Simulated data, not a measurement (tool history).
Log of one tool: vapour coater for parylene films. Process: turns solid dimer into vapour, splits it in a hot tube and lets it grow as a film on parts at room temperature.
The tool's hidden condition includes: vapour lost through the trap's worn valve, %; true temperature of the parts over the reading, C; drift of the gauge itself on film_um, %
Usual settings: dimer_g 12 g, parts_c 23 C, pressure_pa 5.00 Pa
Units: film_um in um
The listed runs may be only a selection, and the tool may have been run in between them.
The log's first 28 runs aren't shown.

| run | hour | dimer_g | parts_c | pressure_pa | hours of work since the trap's valve was overhauled | hours of work since the table's thermometer was calibrated | film_um |
|---|---|---|---|---|---|---|---|
| 29 | 380.2 | 7 | 19 | 2.83 | 116 | 866 | 3.56 |
| 30 | 390.6 | 12 | 21 | 9.22 | 124 | 874 | 5.05 |
| 31 | 404.7 | 12 | 21 | 9.22 | 136 | 886 | 4.99 |
| 32 | 421.3 | 12 | 27 | 6.16 | 149 | 899 | 4.28 |
| 33 | 430.6 | 12 | 24 | 3.82 | 156 | 907 | 5.09 |
| 34 | 448.5 | 8 | 16 | 11.62 | 171 | 921 | 3.88 |
| 35 | 461.1 | 7 | 23 | 3.39 | 181 | 931 | 3.05 |
| 36 | 472.9 | 7 | 23 | 3.39 | 191 | 941 | 3.04 |
| 37 | 486.7 | 7 | 23 | 3.39 | 202 | 952 | 3.08 |
| 38 | 500.2 | 7 | 23 | 4.60 | 213 | 963 | 2.91 |
| 39 | 518.9 | 7 | 23 | 4.60 | 228 | 978 | 2.94 |
| 40 | 536.1 | 8 | 23 | 8.62 | 242 | 992 | 3.08 |
| 41 | 548.5 | 8 | 23 | 8.62 | 252 | 1002 | 3.05 |
| 42 | 561.7 | 12 | 31 | 5.00 | 262 | 1013 | 3.83 |
| 43 | 579.3 | 19 | 23 | 4.26 | 277 | 1027 | 7.94 |
| 44 | 591.6 | 19 | 23 | 4.26 | 287 | 1037 | 7.91 |
| 45 | 600.4 | 19 | 23 | 4.26 | 294 | 1044 | 7.86 |
| 46 | 619.3 | 19 | 23 | 4.26 | 309 | 1059 | 7.79 |

Branching from run 46: 5 alternative next runs. What would each branch give?
| A | 634.0 | 19 | 25 | 4.26 | 321 | 1071 | ? |
| B | 634.0 | 12 | 23 | 2.04 | 321 | 1071 | ? |
| C | 634.0 | 9 | 18 | 5.00 | 321 | 1071 | ? |
| D | 634.0 | 16 | 23 | 4.26 | 321 | 1071 | ? |
| E | 634.0 | 12 | 23 | 10.05 | 321 | 1071 | ? |

| run | film_um |
|---|---|
| A | 7.34 |
| B | 5.30 |
| C | 4.30 |
| D | 6.62 |
| E | 4.57 |
With the hidden condition removed and each run's random variation left untouched, the same runs would have given:
| run | film_um |
|---|---|
| A | 7.86 |
| B | 5.67 |
| C | 4.61 |
| D | 7.08 |
| E | 4.89 |
